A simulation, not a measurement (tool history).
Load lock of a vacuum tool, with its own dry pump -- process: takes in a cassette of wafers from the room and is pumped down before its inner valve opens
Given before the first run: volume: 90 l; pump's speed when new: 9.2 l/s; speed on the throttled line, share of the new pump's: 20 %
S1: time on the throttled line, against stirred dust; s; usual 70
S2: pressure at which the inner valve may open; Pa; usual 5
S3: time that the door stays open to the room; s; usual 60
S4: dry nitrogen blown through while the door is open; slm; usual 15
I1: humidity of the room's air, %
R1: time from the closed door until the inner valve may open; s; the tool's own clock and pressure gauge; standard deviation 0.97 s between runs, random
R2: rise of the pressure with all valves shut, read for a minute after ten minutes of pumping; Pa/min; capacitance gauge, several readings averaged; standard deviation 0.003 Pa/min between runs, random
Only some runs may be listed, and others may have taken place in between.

{"run": 1, "day": 0.0, "S1": 70, "S2": 5, "S3": 60, "S4": 15, "I1": 44.0, "R1": 162.1, "R2": 0.027}
{"run": 2, "day": 6.879, "S1": 70, "S2": 5, "S3": 60, "S4": 15, "I1": 45.7, "R1": 161.6, "R2": 0.032}
{"run": 3, "day": 13.517, "S1": 70, "S2": 5, "S3": 60, "S4": 15, "I1": 43.9, "R1": 159.5, "R2": 0.031}
{"run": 4, "day": 17.579, "S1": 70, "S2": 5, "S3": 60, "S4": 15, "I1": 47.6, "R1": 160.2, "R2": 0.033}
{"run": 5, "day": 21.217, "S1": 70, "S2": 5, "S3": 60, "S4": 15, "I1": 48.2, "R1": 160.2, "R2": 0.032}
{"run": 6, "day": 27.642, "S1": 70, "S2": 5, "S3": 60, "S4": 15, "I1": 43.0, "R1": 160.5, "R2": 0.041}
{"run": 7, "day": 33.896, "S1": 70, "S2": 5, "S3": 60, "S4": 15, "I1": 43.8, "R1": 161.1, "R2": 0.038}
{"run": 8, "day": 39.021, "S1": 70, "S2": 5, "S3": 60, "S4": 15, "I1": 41.1, "R1": 159.9, "R2": 0.04}
{"run": 9, "day": 45.971, "S1": 70, "S2": 5, "S3": 60, "S4": 15, "I1": 47.2, "R1": 160.0, "R2": 0.035}
{"run": 10, "day": 49.425, "S1": 70, "S2": 5, "S3": 60, "S4": 8, "I1": 42.5, "R1": 161.6, "R2": 0.046}
{"run": 11, "day": 54.471, "S1": 70, "S2": 5, "S3": 60, "S4": 15, "I1": 46.2, "R1": 161.8, "R2": 0.04}
{"run": 12, "day": 61.575, "S1": 70, "S2": 5, "S3": 60, "S4": 5, "I1": 44.7, "R1": 161.9, "R2": 0.056}
{"run": 13, "day": 67.629, "S1": 45, "S2": 5, "S3": 60, "S4": 15, "I1": 45.8, "R1": 142.8, "R2": 0.047}
{"run": 14, "day": 71.975, "S1": 45, "S2": 5, "S3": 43, "S4": 21, "I1": 43.8, "R1": 141.1, "R2": 0.038}
{"run": 15, "day": 78.2, "S1": 45, "S2": 5, "S3": 43, "S4": 21, "I1": 47.1, "R1": 142.7, "R2": 0.043}
{"run": 16, "day": 81.392, "S1": 45, "S2": 5, "S3": 43, "S4": 21, "I1": 46.8, "R1": 144.2, "R2": 0.042}
{"run": 17, "day": 87.142, "S1": 45, "S2": 5, "S3": 136, "S4": 21, "I1": 45.3, "R1": 144.3, "R2": 0.064}
{"run": 18, "day": 93.25, "S1": 45, "S2": 5, "S3": 136, "S4": 21, "I1": 43.9, "R1": 143.6, "R2": 0.054}
{"run": 19, "day": 97.475, "S1": 99, "S2": 5, "S3": 28, "S4": 17, "I1": 43.4, "R1": 186.4, "R2": 0.045}
{"run": 20, "day": 101.775, "S1": 110, "S2": 6, "S3": 60, "S4": 17, "I1": 47.4, "R1": 191.6, "R2": 0.052}
{"run": 21, "day": 108.075, "S1": 73, "S2": 9, "S3": 124, "S4": 20, "I1": 41.1, "R1": 157.1, "R2": 0.063}
{"run": 22, "day": 111.962, "S1": 60, "S2": 7, "S3": 33, "S4": 8, "I1": 44.4, "R1": 151.3, "R2": 0.059}
{"run": 23, "day": 115.792, "S1": 47, "S2": 10, "S3": 33, "S4": 8, "I1": 44.0, "R1": 137.4, "R2": 0.063}
{"run": 24, "day": 121.238, "S1": 47, "S2": 10, "S3": 33, "S4": 8, "I1": 46.9, "R1": 137.2, "R2": 0.066}
{"run": 25, "day": 124.171, "S1": 86, "S2": 4, "S3": 204, "S4": 33, "I1": 46.5, "R1": 179.5, "R2": 0.061}

Subtracting, for every run, the result it would have given without the tool's unlogged condition from the measured result gives the following. The same run-to-run variation enters both numbers; the gauge's scatter may not:
Hidden state present: pump's speed, % of a new pump's; leak at the door's seal, Pa l/s; drift of the gauge itself on ready_s, %; drift of the gauge itself on rise_pa_min, %.
run=1 R1=+6.1 R2=+0.010
run=2 R1=+6.3 R2=+0.011
run=3 R1=+6.3 R2=+0.013
run=4 R1=+6.5 R2=+0.013
run=5 R1=+6.6 R2=+0.014
run=6 R1=+6.8 R2=+0.016
run=7 R1=+7.0 R2=+0.017
run=8 R1=+7.1 R2=+0.018
run=9 R1=+7.4 R2=+0.020
run=10 R1=+7.6 R2=+0.021
run=11 R1=+7.7 R2=+0.022
run=12 R1=+8.0 R2=+0.024
run=13 R1=+8.6 R2=+0.026
run=14 R1=+8.6 R2=+0.028
run=15 R1=+8.9 R2=+0.030
run=16 R1=+9.1 R2=+0.030
run=17 R1=+9.2 R2=+0.031
run=18 R1=+9.5 R2=+0.033
run=19 R1=+8.2 R2=+0.035
run=20 R1=+8.1 R2=+0.036
run=21 R1=+8.3 R2=+0.038
run=22 R1=+9.2 R2=+0.038
run=23 R1=+9.1 R2=+0.040
run=24 R1=+9.2 R2=+0.043
run=25 R1=+9.7 R2=+0.042
